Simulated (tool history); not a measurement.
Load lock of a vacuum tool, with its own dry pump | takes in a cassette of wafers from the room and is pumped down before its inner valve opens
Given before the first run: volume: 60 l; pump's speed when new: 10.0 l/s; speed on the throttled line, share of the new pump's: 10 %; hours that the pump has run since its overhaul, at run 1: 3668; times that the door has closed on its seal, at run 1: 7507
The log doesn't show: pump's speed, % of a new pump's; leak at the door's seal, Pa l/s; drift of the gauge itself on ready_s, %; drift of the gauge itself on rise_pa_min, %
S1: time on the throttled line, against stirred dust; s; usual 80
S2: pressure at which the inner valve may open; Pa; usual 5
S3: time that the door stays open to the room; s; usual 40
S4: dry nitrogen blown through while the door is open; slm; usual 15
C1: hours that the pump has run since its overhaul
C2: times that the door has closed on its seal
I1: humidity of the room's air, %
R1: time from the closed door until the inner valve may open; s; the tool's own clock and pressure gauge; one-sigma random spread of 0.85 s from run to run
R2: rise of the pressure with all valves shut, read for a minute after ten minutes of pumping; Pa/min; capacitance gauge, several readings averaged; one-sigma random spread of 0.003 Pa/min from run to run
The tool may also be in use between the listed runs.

{"run": 1, "hour": 0.0, "S1": 80, "S2": 5, "S3": 40, "S4": 15, "C1": 3668, "C2": 7507, "I1": 45.3, "R1": 131.3, "R2": 0.043}
{"run": 2, "hour": 212.8, "S1": 80, "S2": 5, "S3": 40, "S4": 15, "C1": 3880, "C2": 7805, "I1": 40.8, "R1": 132.8, "R2": 0.037}
{"run": 3, "hour": 343.9, "S1": 80, "S2": 5, "S3": 40, "S4": 15, "C1": 4012, "C2": 7988, "I1": 48.3, "R1": 131.9, "R2": 0.047}
{"run": 4, "hour": 489.7, "S1": 80, "S2": 5, "S3": 40, "S4": 12, "C1": 4157, "C2": 8193, "I1": 48.3, "R1": 131.3, "R2": 0.047}
{"run": 5, "hour": 668.8, "S1": 80, "S2": 5, "S3": 50, "S4": 15, "C1": 4336, "C2": 8443, "I1": 42.8, "R1": 131.7, "R2": 0.04}
{"run": 6, "hour": 881.0, "S1": 80, "S2": 5, "S3": 40, "S4": 15, "C1": 4549, "C2": 8741, "I1": 49.7, "R1": 130.2, "R2": 0.044}
{"run": 7, "hour": 989.2, "S1": 94, "S2": 5, "S3": 40, "S4": 15, "C1": 4657, "C2": 8892, "I1": 42.7, "R1": 144.7, "R2": 0.038}
{"run": 8, "hour": 1081.4, "S1": 94, "S2": 5, "S3": 40, "S4": 15, "C1": 4749, "C2": 9021, "I1": 44.5, "R1": 144.3, "R2": 0.038}
{"run": 9, "hour": 1240.5, "S1": 80, "S2": 5, "S3": 38, "S4": 15, "C1": 4908, "C2": 9244, "I1": 43.9, "R1": 131, "R2": 0.038}
{"run": 10, "hour": 1440.0, "S1": 80, "S2": 5, "S3": 78, "S4": 15, "C1": 5108, "C2": 9524, "I1": 44.9, "R1": 132.8, "R2": 0.053}
{"run": 11, "hour": 1584.7, "S1": 80, "S2": 5, "S3": 30, "S4": 32, "C1": 5252, "C2": 9726, "I1": 45, "R1": 133, "R2": 0.031}
{"run": 12, "hour": 1691.8, "S1": 80, "S2": 8, "S3": 40, "S4": 32, "C1": 5359, "C2": 9876, "I1": 45.4, "R1": 129.3, "R2": 0.029}
{"run": 13, "hour": 1850.3, "S1": 80, "S2": 5, "S3": 78, "S4": 32, "C1": 5518, "C2": 10099, "I1": 44.4, "R1": 133.7, "R2": 0.039}
{"run": 14, "hour": 2021.3, "S1": 80, "S2": 5, "S3": 78, "S4": 32, "C1": 5689, "C2": 10338, "I1": 48.4, "R1": 132.2, "R2": 0.04}
{"run": 15, "hour": 2108.6, "S1": 91, "S2": 5, "S3": 61, "S4": 23, "C1": 5776, "C2": 10460, "I1": 43.4, "R1": 142, "R2": 0.033}
{"run": 16, "hour": 2202.8, "S1": 50, "S2": 10, "S3": 138, "S4": 15, "C1": 5870, "C2": 10592, "I1": 43, "R1": 101.3, "R2": 0.06}

Alternative continuations, all from the tool just after run 16; predict every row:
{"run": "A", "hour": 2357.5, "S1": 80, "S2": 5, "S3": 84, "S4": 15, "C1": 6025, "C2": 10809, "I1": 45.3, "R1": "?", "R2": "?"}
{"run": "B", "hour": 2357.5, "S1": 80, "S2": 10, "S3": 31, "S4": 22, "C1": 6025, "C2": 10809, "I1": 45.5, "R1": "?", "R2": "?"}
{"run": "C", "hour": 2357.5, "S1": 80, "S2": 8, "S3": 40, "S4": 15, "C1": 6025, "C2": 10809, "I1": 42.1, "R1": "?", "R2": "?"}
{"run": "D", "hour": 2357.5, "S1": 50, "S2": 10, "S3": 87, "S4": 15, "C1": 6025, "C2": 10809, "I1": 42.3, "R1": "?", "R2": "?"}

run=A R1=133.8 R2=0.054
run=B R1=126.7 R2=0.032
run=C R1=128.5 R2=0.036
run=D R1=101.1 R2=0.05
Take away the tool's hidden state, keep each run's random variation, and the runs would have read:
run=A R1=133.8 R2=0.054
run=B R1=126.7 R2=0.032
run=C R1=128.5 R2=0.035
run=D R1=101.1 R2=0.05
